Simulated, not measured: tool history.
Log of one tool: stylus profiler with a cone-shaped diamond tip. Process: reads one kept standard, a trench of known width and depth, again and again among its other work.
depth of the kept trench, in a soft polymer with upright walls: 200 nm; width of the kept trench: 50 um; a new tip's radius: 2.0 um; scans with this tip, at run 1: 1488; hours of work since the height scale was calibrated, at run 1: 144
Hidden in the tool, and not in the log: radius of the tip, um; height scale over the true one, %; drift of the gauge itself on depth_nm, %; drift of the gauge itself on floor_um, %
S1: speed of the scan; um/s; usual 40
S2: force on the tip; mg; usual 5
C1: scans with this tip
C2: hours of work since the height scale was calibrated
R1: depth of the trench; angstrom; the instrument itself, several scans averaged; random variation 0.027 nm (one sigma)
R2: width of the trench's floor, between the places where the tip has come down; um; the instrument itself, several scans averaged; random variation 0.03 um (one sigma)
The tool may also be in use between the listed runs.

| run | day | S1 | S2 | C1 | C2 | R1 | R2 |
|---|---|---|---|---|---|---|---|
| 1 | 0 | 40 | 5 | 1488 | 144 | 2034.4 | 48.03 |
| 2 | 0.342 | 40 | 5 | 1555 | 150 | 2034.1 | 48.05 |
| 3 | 0.854 | 40 | 5 | 1656 | 160 | 2033.9 | 48.02 |
| 4 | 1.492 | 40 | 5.13 | 1781 | 172 | 2034.6 | 48.02 |
| 5 | 1.979 | 40 | 5.13 | 1878 | 182 | 2035.1 | 48.03 |
| 6 | 2.446 | 40 | 5.13 | 1970 | 191 | 2035.1 | 48.04 |
| 7 | 2.796 | 40 | 5.13 | 2039 | 197 | 2034.4 | 47.98 |
| 8 | 3.392 | 40 | 5.13 | 2156 | 209 | 2034.5 | 48.01 |
| 9 | 3.988 | 40 | 5.13 | 2273 | 220 | 2034 | 48.03 |
| 10 | 4.308 | 40 | 5.13 | 2336 | 226 | 2034.2 | 48 |
| 11 | 4.929 | 40 | 5 | 2459 | 238 | 2033.8 | 48.02 |
| 12 | 5.525 | 40 | 5 | 2576 | 249 | 2033.8 | 48.01 |
| 13 | 6.112 | 49 | 2.15 | 2691 | 260 | 2017.9 | 47.84 |
| 14 | 6.604 | 49 | 2.15 | 2789 | 270 | 2018.5 | 47.89 |
| 15 | 7.112 | 47 | 5 | 2888 | 279 | 2033.4 | 48.01 |
| 16 | 7.542 | 49 | 2.08 | 2973 | 288 | 2017.7 | 47.84 |
| 17 | 7.896 | 49 | 2.08 | 3042 | 294 | 2017.3 | 47.8 |
| 18 | 8.475 | 49 | 2.08 | 3156 | 305 | 2017.8 | 47.84 |
| 19 | 8.771 | 49 | 2.08 | 3215 | 311 | 2017.7 | 47.85 |
| 20 | 9.175 | 78 | 5 | 3295 | 319 | 2032.9 | 47.83 |
| 21 | 9.475 | 16 | 2.31 | 3353 | 325 | 2019.2 | 48.03 |

Measured less the same run without the tool's hidden state. The same run-to-run variation is in both; the gauge's scatter may not be:
| run | R1 | R2 |
|---|---|---|
| 1 | -1.1 | -0.06 |
| 2 | -1.1 | -0.06 |
| 3 | -1.2 | -0.07 |
| 4 | -1.3 | -0.08 |
| 5 | -1.3 | -0.08 |
| 6 | -1.3 | -0.08 |
| 7 | -1.4 | -0.08 |
| 8 | -1.5 | -0.09 |
| 9 | -1.6 | -0.1 |
| 10 | -1.6 | -0.1 |
| 11 | -1.6 | -0.11 |
| 12 | -1.7 | -0.12 |
| 13 | -1.8 | -0.12 |
| 14 | -1.8 | -0.12 |
| 15 | -1.9 | -0.12 |
| 16 | -1.8 | -0.13 |
| 17 | -1.9 | -0.13 |
| 18 | -1.9 | -0.14 |
| 19 | -2 | -0.14 |
| 20 | -2 | -0.14 |
| 21 | -2 | -0.15 |

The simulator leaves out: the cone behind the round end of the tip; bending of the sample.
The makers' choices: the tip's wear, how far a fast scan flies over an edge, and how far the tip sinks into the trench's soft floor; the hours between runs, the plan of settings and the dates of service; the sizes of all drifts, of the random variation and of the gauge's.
